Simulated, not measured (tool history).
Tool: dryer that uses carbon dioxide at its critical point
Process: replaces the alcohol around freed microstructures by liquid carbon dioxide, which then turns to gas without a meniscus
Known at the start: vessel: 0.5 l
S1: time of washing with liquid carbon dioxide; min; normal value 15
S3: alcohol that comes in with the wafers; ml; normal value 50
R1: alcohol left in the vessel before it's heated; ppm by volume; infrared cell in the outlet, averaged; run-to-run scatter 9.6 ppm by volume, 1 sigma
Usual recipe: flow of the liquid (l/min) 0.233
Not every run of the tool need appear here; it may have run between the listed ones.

{"run": 1, "hour": 0.0, "S1": 15, "flow of the liquid (l/min)": 0.233, "S3": 50, "R1": 847}
{"run": 2, "hour": 8.8, "S1": 15, "flow of the liquid (l/min)": 0.233, "S3": 50, "R1": 870}
{"run": 3, "hour": 21.3, "S1": 15, "flow of the liquid (l/min)": 0.233, "S3": 50, "R1": 900}
{"run": 4, "hour": 38.8, "S1": 15, "flow of the liquid (l/min)": 0.233, "S3": 50, "R1": 924}
{"run": 5, "hour": 51.8, "S1": 15, "flow of the liquid (l/min)": 0.324, "S3": 50, "R1": 229}
{"hour": 55.4, "done": "inlet filter changed"}
{"run": 6, "hour": 71.4, "S1": 15, "flow of the liquid (l/min)": 0.324, "S3": 50, "R1": 173}
{"run": 7, "hour": 90.2, "S1": 15, "flow of the liquid (l/min)": 0.324, "S3": 50, "R1": 188}
{"run": 8, "hour": 109.1, "S1": 15, "flow of the liquid (l/min)": 0.233, "S3": 50, "R1": 684}
{"run": 9, "hour": 123.2, "S1": 15, "flow of the liquid (l/min)": 0.233, "S3": 50, "R1": 703}
{"run": 10, "hour": 131.6, "S1": 15, "flow of the liquid (l/min)": 0.385, "S3": 50, "R1": 135}
{"run": 11, "hour": 148.2, "S1": 15, "flow of the liquid (l/min)": 0.385, "S3": 50, "R1": 136}
{"run": 12, "hour": 158.9, "S1": 15, "flow of the liquid (l/min)": 0.385, "S3": 50, "R1": 138}
{"run": 13, "hour": 177.3, "S1": 15, "flow of the liquid (l/min)": 0.385, "S3": 50, "R1": 129}
{"run": 14, "hour": 192.3, "S1": 15, "flow of the liquid (l/min)": 0.385, "S3": 50, "R1": 143}
{"run": 15, "hour": 205.7, "S1": 15, "flow of the liquid (l/min)": 0.385, "S3": 50, "R1": 148}
{"run": 16, "hour": 216.6, "S1": 22, "flow of the liquid (l/min)": 0.385, "S3": 50, "R1": 121}
{"run": 17, "hour": 231.7, "S1": 22, "flow of the liquid (l/min)": 0.385, "S3": 50, "R1": 120}
{"run": 18, "hour": 241.3, "S1": 13, "flow of the liquid (l/min)": 0.143, "S3": 50, "R1": 7372}
{"run": 19, "hour": 260.2, "S1": 15, "flow of the liquid (l/min)": 0.222, "S3": 63, "R1": 1342}
{"run": 20, "hour": 270.2, "S1": 15, "flow of the liquid (l/min)": 0.222, "S3": 63, "R1": 1413}
{"run": 21, "hour": 288.7, "S1": 22, "flow of the liquid (l/min)": 0.287, "S3": 26, "R1": 147}
{"run": 22, "hour": 308.0, "S1": 12, "flow of the liquid (l/min)": 0.287, "S3": 116, "R1": 2287}
{"hour": 319.2, "done": "inlet filter changed"}
{"run": 23, "hour": 324.8, "S1": 15, "flow of the liquid (l/min)": 0.161, "S3": 76, "R1": 4297}
{"run": 24, "hour": 335.8, "S1": 15, "flow of the liquid (l/min)": 0.382, "S3": 33, "R1": 151}
{"run": 25, "hour": 351.4, "S1": 9, "flow of the liquid (l/min)": 0.382, "S3": 28, "R1": 503}
{"run": 26, "hour": 368.4, "S1": 9, "flow of the liquid (l/min)": 0.382, "S3": 28, "R1": 511}

What will run 27 give?
{"run": 27, "hour": 378.0, "S1": 23, "flow of the liquid (l/min)": 0.382, "S3": 37, "R1": "?"}

Run 27 came out at R1 138 ppm by volume.
The same run, on a tool lacking any hidden state, would have yielded R1 2 ppm by volume.
